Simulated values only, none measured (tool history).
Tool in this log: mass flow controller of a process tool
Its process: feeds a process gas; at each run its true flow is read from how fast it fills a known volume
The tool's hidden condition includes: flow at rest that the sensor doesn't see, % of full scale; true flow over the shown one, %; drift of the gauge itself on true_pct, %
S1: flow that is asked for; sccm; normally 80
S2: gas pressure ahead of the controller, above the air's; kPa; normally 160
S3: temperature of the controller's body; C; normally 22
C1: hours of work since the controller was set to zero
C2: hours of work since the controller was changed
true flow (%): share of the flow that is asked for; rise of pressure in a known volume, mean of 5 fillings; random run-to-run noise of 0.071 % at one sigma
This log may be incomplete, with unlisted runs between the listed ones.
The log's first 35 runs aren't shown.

{"run": 36, "hour": 7897.0, "S1": 85, "S2": 244, "S3": 33, "C1": 3035, "C2": 11961, "true flow (%)": 97.8}
{"run": 37, "hour": 8142.4, "S1": 85, "S2": 244, "S3": 33, "C1": 3221, "C2": 12147, "true flow (%)": 97.69}
{"run": 38, "hour": 8305.3, "S1": 85, "S2": 216, "S3": 33, "C1": 3345, "C2": 12271, "true flow (%)": 97.82}
{"run": 39, "hour": 8496.1, "S1": 38, "S2": 162, "S3": 22, "C1": 3489, "C2": 12415, "true flow (%)": 100.44}
{"run": 40, "hour": 8683.8, "S1": 142, "S2": 162, "S3": 22, "C1": 3631, "C2": 12557, "true flow (%)": 98.48}
{"run": 41, "hour": 8931.0, "S1": 101, "S2": 162, "S3": 20, "C1": 3819, "C2": 12745, "true flow (%)": 99.07}
{"run": 42, "hour": 9177.5, "S1": 101, "S2": 162, "S3": 20, "C1": 4006, "C2": 12931, "true flow (%)": 99.07}
{"run": 43, "hour": 9361.1, "S1": 101, "S2": 216, "S3": 24, "C1": 4145, "C2": 13071, "true flow (%)": 98.72}
{"run": 44, "hour": 9634.9, "S1": 101, "S2": 212, "S3": 29, "C1": 4352, "C2": 13278, "true flow (%)": 98.1}
{"run": 45, "hour": 9766.8, "S1": 101, "S2": 232, "S3": 28, "C1": 4452, "C2": 13378, "true flow (%)": 98.37}
{"run": 46, "hour": 10034.0, "S1": 101, "S2": 232, "S3": 21, "C1": 4654, "C2": 13580, "true flow (%)": 99.25}
{"run": 47, "hour": 10195.0, "S1": 24, "S2": 192, "S3": 37, "C1": 4776, "C2": 13702, "true flow (%)": 102.04}
{"run": 48, "hour": 10375.7, "S1": 61, "S2": 186, "S3": 23, "C1": 4913, "C2": 13839, "true flow (%)": 99.81}
{"run": 49, "hour": 10603.4, "S1": 30, "S2": 173, "S3": 32, "C1": 5086, "C2": 14012, "true flow (%)": 101.54}

3 ways to go on from here, each from the tool as it stands after run 49. What would each give?
{"run": "A", "hour": 10879.8, "S1": 80, "S2": 150, "S3": 31, "C1": 5295, "C2": 14221, "true flow (%)": "?"}
{"run": "B", "hour": 10879.8, "S1": 45, "S2": 173, "S3": 37, "C1": 5295, "C2": 14221, "true flow (%)": "?"}
{"run": "C", "hour": 10879.8, "S1": 186, "S2": 163, "S3": 37, "C1": 5295, "C2": 14221, "true flow (%)": "?"}

run=A true_flow_(%)=98.35
run=B true_flow_(%)=99.3
run=C true_flow_(%)=96.78
Without the tool's hidden state the same runs would have given:
run=A true_flow_(%)=98.77
run=B true_flow_(%)=98.02
run=C true_flow_(%)=98.43

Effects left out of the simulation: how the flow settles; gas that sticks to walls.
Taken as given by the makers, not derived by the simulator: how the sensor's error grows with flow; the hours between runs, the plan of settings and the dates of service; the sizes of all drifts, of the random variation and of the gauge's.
